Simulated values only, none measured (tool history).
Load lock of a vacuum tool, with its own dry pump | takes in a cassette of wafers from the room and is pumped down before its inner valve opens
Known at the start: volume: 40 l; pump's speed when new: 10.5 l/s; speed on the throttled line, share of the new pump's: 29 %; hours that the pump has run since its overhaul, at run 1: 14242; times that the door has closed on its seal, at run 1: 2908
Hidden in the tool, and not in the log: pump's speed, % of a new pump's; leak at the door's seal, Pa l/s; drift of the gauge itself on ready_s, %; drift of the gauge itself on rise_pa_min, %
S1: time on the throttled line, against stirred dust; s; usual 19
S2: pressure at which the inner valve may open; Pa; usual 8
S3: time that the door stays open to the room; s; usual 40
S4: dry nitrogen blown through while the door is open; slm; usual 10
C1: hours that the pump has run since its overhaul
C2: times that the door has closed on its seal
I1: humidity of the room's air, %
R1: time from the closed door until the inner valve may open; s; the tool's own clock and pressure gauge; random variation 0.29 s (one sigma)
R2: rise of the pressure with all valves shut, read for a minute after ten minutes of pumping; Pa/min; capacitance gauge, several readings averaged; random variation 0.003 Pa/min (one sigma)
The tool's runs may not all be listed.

run    hour  S1  S2   S3  S4     C1     C2    I1    R1     R2
  1     0.0  19   8   40  10  14242   2908  48.9  53.4  0.028
  2   338.5  19   8   40  10  14580   3485  45.2  53.0  0.027
  3   758.0  19   8   40  10  15000   4200  44.6  53.7  0.033
  4  1217.5  19   8   40  10  15459   4983  42.2  54.0  0.029
  5  1728.5  19   8   40  15  15970   5854  45.0  53.7  0.020
  6  2247.5  19   8   30  15  16489   6738  45.0  53.8  0.027
  7  2572.0  19   8   30  15  16814   7291  43.6  53.3  0.022
  8  2795.1  19   8   30  15  17037   7671  41.7  53.3  0.024
  9  3088.8  19   8   30  15  17330   8172  48.7  53.8  0.027
 10  3530.8  19   8   40  10  17772   8925  45.8  53.9  0.034
 11  4045.3  19   8   40  10  18287   9802  44.0  54.3  0.027
 12  4432.5  19   8   40  10  18674  10461  44.4  54.1  0.036
 13  4799.0  19   8   40  10  19041  11086  46.3  54.0  0.038
 14  5190.4  19   6  211  20  19432  11753  42.5  55.8  0.041
 15  5502.6  19   6   33   7  19744  12285  45.7  55.9  0.043
 16  5942.4  29   8   73  10  20184  13034  45.5  61.0  0.040
 17  6194.6  19  14  122  10  20436  13464  43.8  52.1  0.053
 18  6527.0  19   8   40  10  20769  14030  45.0  54.6  0.038
 19  6920.0  36  12   48  35  21162  14700  44.3  64.2  0.021
 20  7311.0  29   7   31  31  21553  15366  46.8  62.2  0.028
 21  7770.2  14  11   38  40  22012  16149  42.3  50.8  0.025
 22  8250.4  15   7   38   5  22492  16967  49.4  53.7  0.051
 23  8502.9  36  13  124  10  22745  17397  44.9  64.3  0.051
 24  9014.9  13  10   37   6  23257  18270  44.0  51.1  0.056
 25  9224.1  13   9   37  39  23466  18626  44.4  50.6  0.032

Hidden state or all else? Some run-to-run changes of R1, split into what the settings, what came in and random variation would give without the hidden state, and what is left for the hidden state (with any gauge scatter that isn't in both results):
Run 20 -> 21: S1 29 -> 14, S2 7 -> 11, S3 31 -> 38, S4 31 -> 40. R1 -11.4 s: hidden state +0.6, all else -12.0.
Run 22 -> 23: S1 15 -> 36, S2 7 -> 13, S3 38 -> 124, S4 5 -> 10. R1 +10.6 s: hidden state -1.6, all else +12.2.
Run 23 -> 24: S1 36 -> 13, S2 13 -> 10, S3 124 -> 37, S4 10 -> 6. R1 -13.2 s: hidden state +1.6, all else -14.8.
